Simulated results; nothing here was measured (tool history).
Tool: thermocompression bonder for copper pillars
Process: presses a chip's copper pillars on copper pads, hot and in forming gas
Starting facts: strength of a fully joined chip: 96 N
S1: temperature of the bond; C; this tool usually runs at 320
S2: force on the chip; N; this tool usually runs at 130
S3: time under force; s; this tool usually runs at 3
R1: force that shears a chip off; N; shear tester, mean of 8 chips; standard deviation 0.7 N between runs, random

Run 1, hour 0.0: usual settings. Result: R1 40.6 N.
Run 2, hour 54.7: usual settings. Result: R1 48.0 N.
Run 3, hour 93.9: usual settings but S3 6 s. Result: R1 58.3 N.
Run 4, hour 146.0: usual settings. Result: R1 47.5 N.
Run 5, hour 214.3: usual settings. Result: R1 45.7 N.
Run 6, hour 286.9: usual settings. Result: R1 44.6 N.
Run 7, hour 344.8: usual settings but S2 128 N. Result: R1 43.3 N.
Run 8, hour 416.0: usual settings but S2 128 N. Result: R1 44.1 N.
Run 9, hour 489.4: usual settings but S2 128 N. Result: R1 43.6 N.
Run 10, hour 561.6: usual settings but S1 335 C, S2 128 N. Result: R1 50.2 N.
Run 11, hour 605.0: usual settings but S1 335 C, S2 128 N. Result: R1 51.6 N.
Run 12, hour 656.9: usual settings but S2 151 N. Result: R1 47.3 N.
Run 13, hour 698.1: usual settings but S2 151 N, S3 5 s. Result: R1 55.8 N.
Run 14, hour 735.0: usual settings but S2 151 N, S3 5 s. Result: R1 55.4 N.
Run 15, hour 768.6: usual settings but S2 151 N, S3 5 s. Result: R1 56.0 N.
Run 16, hour 799.0: usual settings but S2 151 N, S3 5 s. Result: R1 55.0 N.
Run 17, hour 849.6: usual settings but S2 151 N, S3 5 s. Result: R1 54.0 N.
Run 18, hour 905.5: usual settings but S1 331 C, S2 151 N, S3 5 s. Result: R1 59.1 N.
Run 19, hour 977.0: usual settings but S1 331 C, S2 151 N, S3 5 s. Result: R1 60.1 N.
Run 20, hour 1029.5: usual settings but S1 331 C, S2 151 N, S3 5 s. Result: R1 58.6 N.
Run 21, hour 1075.8: usual settings but S1 336 C, S2 97 N, S3 5 s. Result: R1 47.4 N.
Run 22, hour 1134.6: usual settings but S1 306 C, S2 142 N. Result: R1 37.5 N.
Run 23, hour 1177.5: usual settings but S1 306 C, S2 142 N. Result: R1 44.8 N.
Run 24, hour 1243.2: usual settings but S2 89 N. Result: R1 35.1 N.
Run 25, hour 1276.1: usual settings but S2 89 N, S3 6 s. Result: R1 43.9 N.
Run 26, hour 1349.1: usual settings but S2 89 N, S3 6 s. Result: R1 45.1 N.
Run 27, hour 1402.1: usual settings but S2 89 N, S3 6 s. Result: R1 45.2 N.
Run 28, hour 1447.0: usual settings but S2 89 N, S3 6 s. Result: R1 43.0 N.
Run 29, hour 1486.1: usual settings but S3 2 s. Result: R1 38.7 N.
Run 30, hour 1551.5: usual settings but S2 147 N, S3 9 s. Result: R1 66.2 N.
Run 31, hour 1610.6: usual settings but S2 147 N, S3 9 s. Result: R1 65.5 N.
Run 32, hour 1656.8: usual settings but S2 147 N, S3 9 s. Result: R1 66.7 N.
Run 33, hour 1723.1: usual settings but S1 313 C, S2 86 N, S3 9 s. Result: R1 43.2 N.
Run 34, hour 1779.9: usual settings but S1 311 C, S2 89 N. Result: R1 28.9 N.
Run 35, hour 1821.6: usual settings but S1 311 C, S2 89 N. Result: R1 28.2 N.
Run 36, hour 1855.0: usual settings but S1 311 C, S2 89 N. Result: R1 27.8 N.
Run 37, hour 1904.1: usual settings but S1 311 C, S2 89 N. Result: R1 27.6 N.
Run 38, hour 1953.5: usual settings but S1 311 C, S2 89 N. Result: R1 26.7 N.
Run 39, hour 2020.7: usual settings but S1 311 C, S2 89 N. Result: R1 27.3 N.

The log once held 6 entries between its listed runs, left out of this copy. Where does each go, and what is different about the tool's unlogged condition between the listed run before it and the listed run after it?
Run 1 -> run 2: heater calibrated with a thermocouple chip (hour 45.7)
  true temperature of the bond over the reading, C: -13.4 -> 0; force that reaches the chip, % of what is set: 96.3 -> 96; oxide that the forming gas leaves, % of the face: 1.56 -> 1.76
  difference, measured minus the result without the unlogged condition, R1: -8.6 -> -2.1 N
Run 7 -> run 8: forming gas filter changed (hour 409.4)
  true temperature of the bond over the reading, C: -3.2 -> -4; force that reaches the chip, % of what is set: 94.6 -> 94.2; oxide that the forming gas leaves, % of the face: 2.84 -> 0.59
  difference, measured minus the result without the unlogged condition, R1: -4.6 -> -4.2 N
Run 20 -> run 21: force cell calibrated (hour 1070.8)
  true temperature of the bond over the reading, C: -11 -> -11.5; force that reaches the chip, % of what is set: 91.2 -> 99.2; oxide that the forming gas leaves, % of the face: 2.78 -> 2.94
  difference, measured minus the result without the unlogged condition, R1: -10.4 -> -7.4 N
Run 21 -> run 22: forming gas filter changed (hour 1080.4)
  true temperature of the bond over the reading, C: -11.5 -> -12.2; force that reaches the chip, % of what is set: 99.2 -> 99; oxide that the forming gas leaves, % of the face: 2.94 -> 0.74
  difference, measured minus the result without the unlogged condition, R1: -7.4 -> -6.6 N
Run 22 -> run 23: heater calibrated with a thermocouple chip (hour 1158.0)
  true temperature of the bond over the reading, C: -12.2 -> -1; force that reaches the chip, % of what is set: 99 -> 98.8; oxide that the forming gas leaves, % of the face: 0.74 -> 0.89
  difference, measured minus the result without the unlogged condition, R1: -6.6 -> -1.1 N
Run 33 -> run 34: forming gas filter changed (hour 1752.4)
  true temperature of the bond over the reading, C: -7.2 -> -7.8; force that reaches the chip, % of what is set: 96.1 -> 95.8; oxide that the forming gas leaves, % of the face: 2.85 -> 0.64
  difference, measured minus the result without the unlogged condition, R1: -6.2 -> -4.4 N

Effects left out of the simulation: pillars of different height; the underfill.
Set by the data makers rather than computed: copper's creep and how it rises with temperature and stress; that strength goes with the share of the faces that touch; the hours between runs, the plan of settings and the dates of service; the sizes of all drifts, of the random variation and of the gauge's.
